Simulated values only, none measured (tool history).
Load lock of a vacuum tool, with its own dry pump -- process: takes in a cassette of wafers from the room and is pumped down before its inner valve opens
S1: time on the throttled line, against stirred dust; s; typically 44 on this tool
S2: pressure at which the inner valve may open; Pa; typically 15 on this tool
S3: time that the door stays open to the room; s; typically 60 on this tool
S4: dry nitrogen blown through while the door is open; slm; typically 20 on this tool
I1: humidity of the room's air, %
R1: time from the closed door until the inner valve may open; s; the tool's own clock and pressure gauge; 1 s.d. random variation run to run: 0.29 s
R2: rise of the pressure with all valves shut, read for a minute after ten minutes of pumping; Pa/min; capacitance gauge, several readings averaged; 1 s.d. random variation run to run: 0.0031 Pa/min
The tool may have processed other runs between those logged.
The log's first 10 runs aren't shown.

{"run": 11, "day": 169.579, "S1": 44, "S2": 15, "S3": 60, "S4": 20, "I1": 48.3, "R1": 65.7, "R2": 0.06}
{"run": 12, "day": 193.092, "S1": 44, "S2": 15, "S3": 60, "S4": 20, "I1": 42.9, "R1": 65.3, "R2": 0.055}
{"day": 204.046, "done": "dry pump taken out, an overhauled one fitted"}
{"run": 13, "day": 215.862, "S1": 44, "S2": 15, "S3": 60, "S4": 20, "I1": 44.1, "R1": 65.9, "R2": 0.057}
{"run": 14, "day": 231.988, "S1": 44, "S2": 15, "S3": 60, "S4": 20, "I1": 44.4, "R1": 66.0, "R2": 0.06}
{"run": 15, "day": 245.729, "S1": 44, "S2": 15, "S3": 60, "S4": 20, "I1": 45.9, "R1": 65.6, "R2": 0.054}
{"run": 16, "day": 271.779, "S1": 44, "S2": 15, "S3": 60, "S4": 20, "I1": 44.8, "R1": 65.3, "R2": 0.062}
{"run": 17, "day": 291.079, "S1": 44, "S2": 15, "S3": 60, "S4": 20, "I1": 47.0, "R1": 65.5, "R2": 0.059}
{"run": 18, "day": 307.871, "S1": 25, "S2": 15, "S3": 60, "S4": 20, "I1": 45.7, "R1": 49.3, "R2": 0.055}
{"run": 19, "day": 323.071, "S1": 25, "S2": 15, "S3": 60, "S4": 20, "I1": 46.1, "R1": 48.9, "R2": 0.061}
{"run": 20, "day": 348.608, "S1": 25, "S2": 23, "S3": 142, "S4": 20, "I1": 39.2, "R1": 48.1, "R2": 0.065}
{"run": 21, "day": 372.775, "S1": 25, "S2": 23, "S3": 142, "S4": 20, "I1": 42.3, "R1": 47.8, "R2": 0.074}
{"run": 22, "day": 399.358, "S1": 87, "S2": 14, "S3": 169, "S4": 20, "I1": 45.3, "R1": 103.4, "R2": 0.091}
{"run": 23, "day": 411.217, "S1": 25, "S2": 15, "S3": 147, "S4": 5, "I1": 45.0, "R1": 49.3, "R2": 0.119}
{"run": 24, "day": 438.158, "S1": 25, "S2": 15, "S3": 44, "S4": 11, "I1": 43.4, "R1": 48.7, "R2": 0.054}
{"run": 25, "day": 463.225, "S1": 25, "S2": 15, "S3": 44, "S4": 11, "I1": 44.0, "R1": 49.0, "R2": 0.057}
{"run": 26, "day": 483.662, "S1": 25, "S2": 15, "S3": 44, "S4": 42, "I1": 43.5, "R1": 48.7, "R2": 0.033}
{"run": 27, "day": 500.588, "S1": 25, "S2": 15, "S3": 44, "S4": 42, "I1": 46.2, "R1": 49.0, "R2": 0.037}
{"run": 28, "day": 513.412, "S1": 25, "S2": 12, "S3": 34, "S4": 11, "I1": 45.7, "R1": 49.8, "R2": 0.054}
{"run": 29, "day": 526.188, "S1": 25, "S2": 10, "S3": 34, "S4": 11, "I1": 44.9, "R1": 50.0, "R2": 0.05}
{"run": 30, "day": 546.733, "S1": 25, "S2": 10, "S3": 34, "S4": 31, "I1": 44.1, "R1": 50.6, "R2": 0.041}
{"run": 31, "day": 565.275, "S1": 33, "S2": 12, "S3": 207, "S4": 20, "I1": 46.5, "R1": 56.4, "R2": 0.098}
{"run": 32, "day": 577.279, "S1": 33, "S2": 12, "S3": 207, "S4": 20, "I1": 45.9, "R1": 56.5, "R2": 0.094}
{"run": 33, "day": 599.038, "S1": 33, "S2": 12, "S3": 207, "S4": 20, "I1": 46.3, "R1": 57.2, "R2": 0.096}

Forecast run 34:
{"day": 616.267, "done": "dry pump taken out, an overhauled one fitted"}
{"run": 34, "day": 617.062, "S1": 24, "S2": 12, "S3": 28, "S4": 12, "I1": 47.4, "R1": "?", "R2": "?"}

{"run 34": {"R1": 48.9, "R2": 0.053}}
Minus the tool's unlogged condition, the same run would have read R1 48.9 s, R2 0.051 Pa/min.

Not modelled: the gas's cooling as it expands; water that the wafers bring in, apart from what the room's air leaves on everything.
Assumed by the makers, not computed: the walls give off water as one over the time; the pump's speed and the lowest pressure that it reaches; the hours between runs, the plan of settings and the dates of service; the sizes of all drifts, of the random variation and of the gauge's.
